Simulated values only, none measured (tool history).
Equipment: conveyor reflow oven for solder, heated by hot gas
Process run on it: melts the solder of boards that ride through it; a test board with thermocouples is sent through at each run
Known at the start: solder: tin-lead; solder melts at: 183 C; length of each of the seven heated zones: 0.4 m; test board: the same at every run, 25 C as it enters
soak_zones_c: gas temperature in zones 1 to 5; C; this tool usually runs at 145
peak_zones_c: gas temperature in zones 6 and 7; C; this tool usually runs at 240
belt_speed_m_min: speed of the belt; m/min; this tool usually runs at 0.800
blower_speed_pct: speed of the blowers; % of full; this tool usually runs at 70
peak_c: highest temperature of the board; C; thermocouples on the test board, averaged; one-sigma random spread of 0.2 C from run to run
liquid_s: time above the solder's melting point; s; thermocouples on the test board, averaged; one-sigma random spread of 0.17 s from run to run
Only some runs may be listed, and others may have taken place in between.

run   hour  soak_zones_c  peak_zones_c  belt_speed_m_min  blower_speed_pct  peak_c  liquid_s
  1    0.0           145           240             0.800                70   215.8      45.4
  2   23.1           145           240             0.800                70   215.6      45.6
  3   48.6           145           240             0.800                70   215.7      45.4
  4   76.4           145           240             0.800                70   215.4      45.2
      84.1  -- flux residue cleaned out of gas plates and filters
  5  101.9           145           238             0.800                70   215.8      45.7
  6  118.5           145           240             0.800                70   217.3      46.7
  7  147.2           145           240             0.725                70   220.3      54.1
  8  165.1           145           240             0.800                70   217.2      46.5
  9  184.6           145           240             0.800                70   216.9      46.5
 10  205.8           145           240             0.800                70   216.6      46.4
 11  231.5           145           240             0.800                70   216.7      46.3
 12  245.3           145           240             0.800                70   216.3      46.2
 13  262.7           145           240             0.695                70   221.0      57.1
 14  276.4           145           240             0.695                70   221.5      57.0
 15  289.9           145           242             0.695                85   225.2      59.6
 16  307.2           145           236             0.742                81   217.6      51.4
 17  321.3           145           236             0.742                81   217.5      51.1
 18  351.5           142           233             0.915                70   204.1      30.1
 19  375.9           142           233             0.915                70   204.4      30.0
 20  397.3           142           233             0.915                70   204.2      30.1
 21  427.2           142           233             0.915                70   203.7      29.8
 22  446.7           135           250             0.897                77   217.2      38.8
     466.6  -- flux residue cleaned out of gas plates and filters
 23  476.3           156           240             0.800                69   219.6      52.1

Alternative continuations, all from the tool just after run 23; predict every row:
  A  502.5           154           241             0.800                60       ?         ?
  B  502.5           145           240             0.850                70       ?         ?
  C  502.5           132           234             0.890                70       ?         ?
  D  502.5           156           246             0.800                69       ?         ?

run  peak_c  liquid_s
  A   217.9      50.0
  B   214.6      42.0
  C   204.9      29.8
  D   224.2      54.6
With no hidden state in the tool, these same runs would have given:
run  peak_c  liquid_s
  A   218.7      49.6
  B   215.5      41.9
  C   205.7      29.9
  D   225.1      54.1

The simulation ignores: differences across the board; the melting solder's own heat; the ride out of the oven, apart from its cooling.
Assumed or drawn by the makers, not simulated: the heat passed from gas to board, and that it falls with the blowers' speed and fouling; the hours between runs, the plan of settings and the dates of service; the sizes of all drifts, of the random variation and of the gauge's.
